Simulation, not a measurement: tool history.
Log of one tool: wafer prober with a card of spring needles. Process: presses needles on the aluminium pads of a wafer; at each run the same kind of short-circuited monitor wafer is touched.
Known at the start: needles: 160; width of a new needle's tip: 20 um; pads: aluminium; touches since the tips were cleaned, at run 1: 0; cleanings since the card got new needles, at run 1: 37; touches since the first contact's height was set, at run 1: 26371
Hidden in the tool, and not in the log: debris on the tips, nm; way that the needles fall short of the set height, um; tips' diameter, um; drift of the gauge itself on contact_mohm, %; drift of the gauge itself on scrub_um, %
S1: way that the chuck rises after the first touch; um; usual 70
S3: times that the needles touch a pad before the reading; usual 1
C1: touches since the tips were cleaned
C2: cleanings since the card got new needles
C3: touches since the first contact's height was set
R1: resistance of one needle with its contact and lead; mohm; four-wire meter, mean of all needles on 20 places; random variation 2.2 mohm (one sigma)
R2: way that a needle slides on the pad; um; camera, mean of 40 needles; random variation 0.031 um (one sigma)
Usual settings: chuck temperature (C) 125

run 1 hour=0 | S1=70 chuck_temperature_(C)=125 S3=1 | C1=0 C2=37 C3=26371 | R1=251 R2=17.64
-- hour=5.4 tips cleaned on abrasive film
-- hour=12.1 tips cleaned on abrasive film
-- hour=18.7 tips cleaned on abrasive film
-- hour=25.5 tips cleaned on abrasive film
run 2 hour=26.4 | S1=70 chuck_temperature_(C)=125 S3=1 | C1=596 C2=41 C3=42569 | R1=279 R2=17.47
-- hour=31.8 tips cleaned on abrasive film
-- hour=38.4 tips cleaned on abrasive film
-- hour=45.1 tips cleaned on abrasive film
run 3 hour=47.5 | S1=70 chuck_temperature_(C)=125 S3=1 | C1=1484 C2=44 C3=55508 | R1=290 R2=17.4
-- hour=51.4 tips cleaned on abrasive film
-- hour=58.1 tips cleaned on abrasive film
-- hour=63.5 tips cleaned on abrasive film
run 4 hour=67.5 | S1=70 chuck_temperature_(C)=125 S3=1 | C1=2480 C2=47 C3=67775 | R1=308 R2=17.38
-- hour=68.9 tips cleaned on abrasive film
-- hour=75.7 tips cleaned on abrasive film
-- hour=82.3 tips cleaned on abrasive film
-- hour=87.7 tips cleaned on abrasive film
run 5 hour=90.1 | S1=70 chuck_temperature_(C)=125 S3=1 | C1=1491 C2=51 C3=81621 | R1=302 R2=17.29
-- hour=94.2 tips cleaned on abrasive film
-- hour=100.9 tips cleaned on abrasive film
-- hour=107.4 tips cleaned on abrasive film
-- hour=112.8 tips cleaned on abrasive film
run 6 hour=114.8 | S1=70 chuck_temperature_(C)=125 S3=2 | C1=1269 C2=55 C3=96740 | R1=275 R2=17.17
-- hour=118.9 tips cleaned on abrasive film
-- hour=125.6 tips cleaned on abrasive film
-- hour=132.1 tips cleaned on abrasive film
run 7 hour=133.3 | S1=52 chuck_temperature_(C)=30 S3=2 | C1=755 C2=58 C3=108067 | R1=272 R2=12.57
-- hour=138.7 tips cleaned on abrasive film
-- hour=144.1 tips cleaned on abrasive film
-- hour=147.1 height of the first contact set anew
-- hour=151 tips cleaned on abrasive film
run 8 hour=154.1 | S1=80 chuck_temperature_(C)=46 S3=1 | C1=1893 C2=61 C3=4291 | R1=272 R2=20.28
-- hour=156.8 tips cleaned on abrasive film
-- hour=162.2 tips cleaned on abrasive film
-- hour=168.8 tips cleaned on abrasive film
-- hour=170.2 tips cleaned on abrasive film, once more
-- hour=176.9 tips cleaned on abrasive film
run 9 hour=179.2 | S1=82 chuck_temperature_(C)=25 S3=3 | C1=1423 C2=66 C3=19609 | R1=234 R2=20.72
-- hour=183.3 tips cleaned on abrasive film
-- hour=190 tips cleaned on abrasive film
-- hour=196.6 tips cleaned on abrasive film
-- hour=203.1 tips cleaned on abrasive film
run 10 hour=203.1 | S1=56 chuck_temperature_(C)=41 S3=1 | C1=0 C2=70 C3=34268 | R1=243 R2=14.02
-- hour=209.8 tips cleaned on abrasive film
-- hour=215.5 tips cleaned on abrasive film
run 11 hour=215.5 | S1=56 chuck_temperature_(C)=41 S3=1 | C1=0 C2=72 C3=41864 | R1=241 R2=14.04

Forecast each of these 3 alternatives for the next run:
-- hour=222.3 tips cleaned on abrasive film
-- hour=227.7 tips cleaned on abrasive film
-- hour=234.1 tips cleaned on abrasive film
run A hour=234.3 | S1=70 chuck_temperature_(C)=55 S3=1 | C1=120 C2=75 C3=53350 | R1=? R2=?
-- hour=222.3 tips cleaned on abrasive film
-- hour=227.7 tips cleaned on abrasive film
-- hour=234.1 tips cleaned on abrasive film
run B hour=234.3 | S1=70 chuck_temperature_(C)=125 S3=1 | C1=120 C2=75 C3=53350 | R1=? R2=?
-- hour=222.3 tips cleaned on abrasive film
-- hour=227.7 tips cleaned on abrasive film
-- hour=234.1 tips cleaned on abrasive film
run C hour=234.3 | S1=76 chuck_temperature_(C)=41 S3=1 | C1=120 C2=75 C3=53350 | R1=? R2=?

run=A R1=245 R2=17.48
run=B R1=260 R2=17.48
run=C R1=240 R2=18.97
Without the tool's hidden state the same runs would have given:
run=A R1=230 R2=17.81
run=B R1=247 R2=17.81
run=C R1=226 R2=19.3

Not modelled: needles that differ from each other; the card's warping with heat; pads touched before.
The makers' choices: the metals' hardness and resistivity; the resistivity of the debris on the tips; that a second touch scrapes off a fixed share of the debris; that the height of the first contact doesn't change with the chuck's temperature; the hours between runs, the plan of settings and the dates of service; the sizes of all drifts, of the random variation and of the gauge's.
